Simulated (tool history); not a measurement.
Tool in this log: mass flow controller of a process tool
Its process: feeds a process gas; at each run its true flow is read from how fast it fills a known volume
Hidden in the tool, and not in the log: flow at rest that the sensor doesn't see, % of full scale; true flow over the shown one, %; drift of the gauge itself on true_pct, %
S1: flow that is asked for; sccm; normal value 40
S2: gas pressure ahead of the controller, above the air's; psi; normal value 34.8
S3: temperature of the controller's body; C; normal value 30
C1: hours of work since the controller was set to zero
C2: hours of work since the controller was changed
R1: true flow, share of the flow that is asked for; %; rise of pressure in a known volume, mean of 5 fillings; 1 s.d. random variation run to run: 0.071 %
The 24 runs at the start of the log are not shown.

{"run": 25, "hour": 1460.8, "S1": 6, "S2": 39, "S3": 22, "C1": 2096, "C2": 2096, "R1": 95.26}
{"run": 26, "hour": 1501.4, "S1": 6, "S2": 39, "S3": 22, "C1": 2128, "C2": 2128, "R1": 95.23}
{"run": 27, "hour": 1589.1, "S1": 6, "S2": 21.5, "S3": 30, "C1": 2195, "C2": 2195, "R1": 96.36}
{"run": 28, "hour": 1654.7, "S1": 40, "S2": 27.3, "S3": 30, "C1": 2246, "C2": 2246, "R1": 99.12}
{"run": 29, "hour": 1714.3, "S1": 40, "S2": 34.8, "S3": 35, "C1": 2292, "C2": 2292, "R1": 99.08}
{"run": 30, "hour": 1776.4, "S1": 5, "S2": 34.8, "S3": 37, "C1": 2340, "C2": 2340, "R1": 95.74}
{"run": 31, "hour": 1851.9, "S1": 7, "S2": 34.8, "S3": 24, "C1": 2398, "C2": 2398, "R1": 95.47}
{"run": 32, "hour": 1913.1, "S1": 7, "S2": 34.8, "S3": 24, "C1": 2445, "C2": 2445, "R1": 95.58}

For run 33, what comes out?
{"run": 33, "hour": 1993.0, "S1": 18, "S2": 33.8, "S3": 24, "C1": 2507, "C2": 2507, "R1": "?"}

{"run 33": {"R1": 96.93}}
Were there no unlogged condition in the tool, this run, its random variation unchanged, would have produced R1 97.94 %.

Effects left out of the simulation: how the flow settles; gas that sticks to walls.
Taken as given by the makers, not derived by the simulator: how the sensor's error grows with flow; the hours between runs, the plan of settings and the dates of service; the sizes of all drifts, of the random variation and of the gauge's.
